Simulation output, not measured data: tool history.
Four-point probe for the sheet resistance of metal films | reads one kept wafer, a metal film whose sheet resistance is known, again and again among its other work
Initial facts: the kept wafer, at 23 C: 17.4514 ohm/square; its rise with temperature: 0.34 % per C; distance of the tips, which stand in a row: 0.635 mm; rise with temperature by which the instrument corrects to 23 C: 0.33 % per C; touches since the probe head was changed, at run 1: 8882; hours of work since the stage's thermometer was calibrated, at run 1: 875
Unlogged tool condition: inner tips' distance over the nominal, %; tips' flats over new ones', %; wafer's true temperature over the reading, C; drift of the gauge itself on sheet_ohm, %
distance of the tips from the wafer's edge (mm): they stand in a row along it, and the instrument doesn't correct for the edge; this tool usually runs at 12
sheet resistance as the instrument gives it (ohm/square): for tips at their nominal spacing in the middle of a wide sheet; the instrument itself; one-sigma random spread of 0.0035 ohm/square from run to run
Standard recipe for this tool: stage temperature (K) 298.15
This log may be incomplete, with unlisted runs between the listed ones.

run,hour,stage temperature (K),distance of the tips from the wafer's edge (mm),touches since the probe head was changed,hours of work since the stage's thermometer was calibrated,sheet resistance as the instrument gives it (ohm/square)
1,0,298.15,12,8882,875,17.595281
2,7.4,298.15,12,9030,880,17.594306
3,21.7,298.15,12,9318,889,17.593083
4,33,298.15,12,9545,897,17.595601
5,39.3,298.15,12,9672,901,17.595757
6,53.9,298.15,12,9966,910,17.59291
7,67.2,298.15,12,10233,919,17.594673
8,79.7,298.15,12,10484,927,17.59504
9,92.6,298.15,12,10744,936,17.593177
10,104.1,294.15,12,10975,943,17.585947
# hour 105.3: stage's thermometer calibrated
11,116.4,294.15,12,11211,7,17.590338
12,123.9,294.15,8,11363,12,17.62186
13,132,292.15,65,11526,18,17.563865
14,138.3,299.15,32,11653,22,17.581916
15,144.9,295.15,31,11786,26,17.57393
# hour 150.3: stage's thermometer calibrated, once more
16,157.7,295.15,31,12033,5,17.54791
17,171.7,295.15,31,12314,14,17.552733
18,186.3,305.15,9,12608,24,17.622347
19,193.8,305.15,9,12758,29,17.620827
20,204.6,304.15,4,12975,36,17.803693
21,218.3,304.15,4,13250,45,17.809136

For each entry between runs, how does the tool's hidden state at the last listed run before it compare with that at the first listed run after it?
After run 10, before run 11: stage's thermometer calibrated (hour 105.3)
  inner tips' distance over the nominal, %: 0.514 -> 0.515; wafer's true temperature over the reading, C: 0.29 -> 0.34
  the result without the hidden state subtracted from the measured one, sheet resistance as the instrument gives it (ohm/square): +0.115117 -> +0.118257
After run 15, before run 16: stage's thermometer calibrated, once more (hour 150.3)
  inner tips' distance over the nominal, %: 0.519 -> 0.521; wafer's true temperature over the reading, C: 0.34 -> 0.01
  the result without the hidden state subtracted from the measured one, sheet resistance as the instrument gives it (ohm/square): +0.118949 -> +0.098752
